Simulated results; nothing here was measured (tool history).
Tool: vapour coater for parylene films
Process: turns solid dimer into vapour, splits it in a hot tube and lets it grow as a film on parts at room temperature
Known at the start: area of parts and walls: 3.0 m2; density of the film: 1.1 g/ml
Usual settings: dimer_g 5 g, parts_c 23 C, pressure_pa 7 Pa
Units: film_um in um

| run | day | dimer_g | parts_c | pressure_pa | film_um |
|---|---|---|---|---|---|
| 1 | 0 | 5 | 23 | 7 | 0.949 |
|  | 0.658 | trap's valve overhauled |
| 2 | 1.746 | 5 | 23 | 7 | 0.951 |
| 3 | 3.125 | 5 | 23 | 7 | 0.943 |
| 4 | 4.308 | 5 | 23 | 2.56 | 1.199 |
| 5 | 5.888 | 5 | 23 | 2.56 | 1.204 |
| 6 | 8.246 | 5 | 23 | 2.56 | 1.201 |
| 7 | 10.738 | 5 | 23 | 2.56 | 1.201 |
| 8 | 12.979 | 5 | 23 | 2.56 | 1.195 |
| 9 | 15.604 | 5 | 23 | 11.22 | 0.839 |
| 10 | 17.05 | 5 | 20 | 7 | 1.024 |
| 11 | 18.896 | 5 | 20 | 7 | 1.025 |
| 12 | 20.938 | 4 | 23 | 2.36 | 0.98 |
| 13 | 23.192 | 5 | 25 | 2.6 | 1.141 |
| 14 | 25.821 | 5 | 22 | 7.21 | 0.966 |

5 ways to go on from here, each from the tool as it stands after run 14. What would each give?
|  | 27.121 | trap's valve overhauled |
| A | 28.667 | 5 | 22 | 8.23 | ? |
|  | 27.121 | trap's valve overhauled |
| B | 28.667 | 5 | 22 | 6.75 | ? |
|  | 27.121 | trap's valve overhauled |
| C | 28.667 | 6 | 21 | 4.28 | ? |
|  | 27.121 | trap's valve overhauled |
| D | 28.667 | 4 | 24 | 5.79 | ? |
|  | 27.121 | trap's valve overhauled |
| E | 28.667 | 2 | 26 | 2.57 | ? |

| run | film_um |
|---|---|
| A | 0.942 |
| B | 0.98 |
| C | 1.336 |
| D | 0.78 |
| E | 0.443 |
Without the tool's hidden state the same runs would have given:
| run | film_um |
|---|---|
| A | 0.942 |
| B | 0.98 |
| C | 1.337 |
| D | 0.78 |
| E | 0.443 |
